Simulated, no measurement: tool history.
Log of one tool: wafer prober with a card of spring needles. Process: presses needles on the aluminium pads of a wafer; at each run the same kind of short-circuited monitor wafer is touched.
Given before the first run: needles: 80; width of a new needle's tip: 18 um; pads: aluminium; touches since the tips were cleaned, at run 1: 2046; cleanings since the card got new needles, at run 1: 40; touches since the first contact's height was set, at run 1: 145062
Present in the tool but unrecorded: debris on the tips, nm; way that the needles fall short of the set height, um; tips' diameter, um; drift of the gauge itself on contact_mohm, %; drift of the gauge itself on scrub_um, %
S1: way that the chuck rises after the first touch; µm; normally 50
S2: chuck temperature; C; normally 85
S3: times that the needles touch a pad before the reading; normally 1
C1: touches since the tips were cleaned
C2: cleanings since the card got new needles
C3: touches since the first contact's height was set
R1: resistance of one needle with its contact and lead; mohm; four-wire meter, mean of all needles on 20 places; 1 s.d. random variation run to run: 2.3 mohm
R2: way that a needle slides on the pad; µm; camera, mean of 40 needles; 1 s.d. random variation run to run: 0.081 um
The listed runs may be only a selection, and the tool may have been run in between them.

| run | hour | S1 | S2 | S3 | C1 | C2 | C3 | R1 | R2 |
|---|---|---|---|---|---|---|---|---|---|
| 1 | 0 | 50 | 85 | 1 | 2046 | 40 | 145062 | 274 | 8.73 |
|  | 2.3 | tips cleaned on abrasive film |
|  | 7.2 | tips cleaned on abrasive film |
| 2 | 10.9 | 67 | 85 | 1 | 2433 | 42 | 152140 | 269 | 12.17 |
|  | 12.6 | tips cleaned on abrasive film |
|  | 18 | tips cleaned on abrasive film |
| 3 | 18.3 | 67 | 85 | 1 | 222 | 44 | 156886 | 266 | 11.82 |
|  | 23.3 | tips cleaned on abrasive film |
|  | 28.6 | tips cleaned on abrasive film |
| 4 | 29.4 | 67 | 85 | 1 | 536 | 46 | 164078 | 267 | 11.95 |
|  | 33.4 | tips cleaned on abrasive film |
| 5 | 36.1 | 67 | 85 | 1 | 1757 | 47 | 168409 | 266 | 11.93 |
|  | 38.6 | tips cleaned on abrasive film |
| 6 | 40.9 | 50 | 110 | 1 | 1502 | 48 | 171521 | 282 | 8.82 |
|  | 43.7 | tips cleaned on abrasive film |
| 7 | 46.4 | 50 | 110 | 1 | 1792 | 49 | 175107 | 283 | 8.72 |
|  | 48.9 | tips cleaned on abrasive film |
| 8 | 51.7 | 34 | 85 | 1 | 1843 | 50 | 178540 | 302 | 5.91 |
|  | 54.3 | tips cleaned on abrasive film |
| 9 | 58 | 34 | 85 | 1 | 2479 | 51 | 182644 | 310 | 5.87 |
|  | 59.5 | tips cleaned on abrasive film |
|  | 64.4 | tips cleaned on abrasive film |
| 10 | 68.3 | 34 | 85 | 1 | 2568 | 53 | 189282 | 310 | 5.86 |
|  | 69.8 | tips cleaned on abrasive film |
|  | 74.7 | tips cleaned on abrasive film |
| 11 | 79.1 | 66 | 63 | 1 | 2894 | 55 | 196310 | 268 | 11.75 |
|  | 80.1 | tips cleaned on abrasive film |
|  | 85 | tips cleaned on abrasive film |
| 12 | 89.3 | 66 | 68 | 1 | 2786 | 57 | 202862 | 265 | 11.56 |
|  | 90.2 | tips cleaned on abrasive film |
|  | 95 | tips cleaned on abrasive film |
|  | 100.5 | tips cleaned on abrasive film |
| 13 | 100.7 | 43 | 56 | 2 | 158 | 60 | 210243 | 266 | 7.27 |
|  | 106 | tips cleaned on abrasive film |
|  | 107.3 | height of the first contact set anew |
| 14 | 108.6 | 43 | 56 | 2 | 1513 | 61 | 843 | 269 | 7.96 |

How the hidden state differs across the entries between the runs, from the last listed run before each to the first after it:
Logged between run 1 and run 2: tips cleaned on abrasive film (hour 2.3); tips cleaned on abrasive film (hour 7.2)
  debris on the tips, nm: 20.3 -> 23.5; way that the needles fall short of the set height, um: 1.89 -> 1.98; tips' diameter, um: 18.66 -> 18.69
  measured less the result without the state, R1: +13 -> +9 mohm; R2: -0.35 -> -0.36 µm
Logged between run 2 and run 3: tips cleaned on abrasive film (hour 12.6); tips cleaned on abrasive film (hour 18)
  debris on the tips, nm: 23.5 -> 6.3; way that the needles fall short of the set height, um: 1.98 -> 2.09; tips' diameter, um: 18.69 -> 18.73
  measured less the result without the state, R1: +9 -> +3 mohm; R2: -0.36 -> -0.38 µm
Logged between run 3 and run 4: tips cleaned on abrasive film (hour 23.3); tips cleaned on abrasive film (hour 28.6)
  debris on the tips, nm: 6.3 -> 6.5; way that the needles fall short of the set height, um: 2.09 -> 2.17; tips' diameter, um: 18.73 -> 18.76
  measured less the result without the state, R1: +3 -> +3 mohm; R2: -0.38 -> -0.4 µm
Logged between run 4 and run 5: tips cleaned on abrasive film (hour 33.4)
  debris on the tips, nm: 6.5 -> 17.6; way that the needles fall short of the set height, um: 2.17 -> 2.21; tips' diameter, um: 18.76 -> 18.77
  measured less the result without the state, R1: +3 -> +6 mohm; R2: -0.4 -> -0.4 µm
Logged between run 5 and run 6: tips cleaned on abrasive film (hour 38.6)
  debris on the tips, nm: 17.6 -> 15.2; way that the needles fall short of the set height, um: 2.21 -> 2.25; tips' diameter, um: 18.77 -> 18.79
  measured less the result without the state, R1: +6 -> +10 mohm; R2: -0.4 -> -0.42 µm
Logged between run 6 and run 7: tips cleaned on abrasive film (hour 43.7)
  debris on the tips, nm: 15.2 -> 17.5; way that the needles fall short of the set height, um: 2.25 -> 2.29; tips' diameter, um: 18.79 -> 18.8
  measured less the result without the state, R1: +10 -> +11 mohm; R2: -0.42 -> -0.42 µm
Logged between run 7 and run 8: tips cleaned on abrasive film (hour 48.9)
  debris on the tips, nm: 17.5 -> 21.3; way that the needles fall short of the set height, um: 2.29 -> 2.34; tips' diameter, um: 18.8 -> 18.82
  measured less the result without the state, R1: +11 -> +28 mohm; R2: -0.42 -> -0.43 µm
Logged between run 8 and run 9: tips cleaned on abrasive film (hour 54.3)
  debris on the tips, nm: 21.3 -> 24.1; way that the needles fall short of the set height, um: 2.34 -> 2.39; tips' diameter, um: 18.82 -> 18.83
  measured less the result without the state, R1: +28 -> +32 mohm; R2: -0.43 -> -0.44 µm
Logged between run 9 and run 10: tips cleaned on abrasive film (hour 59.5); tips cleaned on abrasive film (hour 64.4)
  debris on the tips, nm: 24.1 -> 25.3; way that the needles fall short of the set height, um: 2.39 -> 2.48; tips' diameter, um: 18.83 -> 18.87
  measured less the result without the state, R1: +32 -> +34 mohm; R2: -0.44 -> -0.46 µm
Logged between run 10 and run 11: tips cleaned on abrasive film (hour 69.8); tips cleaned on abrasive film (hour 74.7)
  debris on the tips, nm: 25.3 -> 28.3; way that the needles fall short of the set height, um: 2.48 -> 2.56; tips' diameter, um: 18.87 -> 18.9
  measured less the result without the state, R1: +34 -> +11 mohm; R2: -0.46 -> -0.48 µm
Logged between run 11 and run 12: tips cleaned on abrasive film (hour 80.1); tips cleaned on abrasive film (hour 85)
  debris on the tips, nm: 28.3 -> 26.8; way that the needles fall short of the set height, um: 2.56 -> 2.65; tips' diameter, um: 18.9 -> 18.93
  measured less the result without the state, R1: +11 -> +11 mohm; R2: -0.48 -> -0.49 µm
Logged between run 12 and run 13: tips cleaned on abrasive film (hour 90.2); tips cleaned on abrasive film (hour 95); tips cleaned on abrasive film (hour 100.5)
  debris on the tips, nm: 26.8 -> 5; way that the needles fall short of the set height, um: 2.65 -> 2.77; tips' diameter, um: 18.93 -> 18.97
  measured less the result without the state, R1: +11 -> +5 mohm; R2: -0.49 -> -0.51 µm
Logged between run 13 and run 14: tips cleaned on abrasive film (hour 106); height of the first contact set anew (hour 107.3)
  debris on the tips, nm: 5 -> 19.6; way that the needles fall short of the set height, um: 2.77 -> 0; tips' diameter, um: 18.97 -> 18.98
  measured less the result without the state, R1: +5 -> +9 mohm; R2: -0.51 -> +0 µm

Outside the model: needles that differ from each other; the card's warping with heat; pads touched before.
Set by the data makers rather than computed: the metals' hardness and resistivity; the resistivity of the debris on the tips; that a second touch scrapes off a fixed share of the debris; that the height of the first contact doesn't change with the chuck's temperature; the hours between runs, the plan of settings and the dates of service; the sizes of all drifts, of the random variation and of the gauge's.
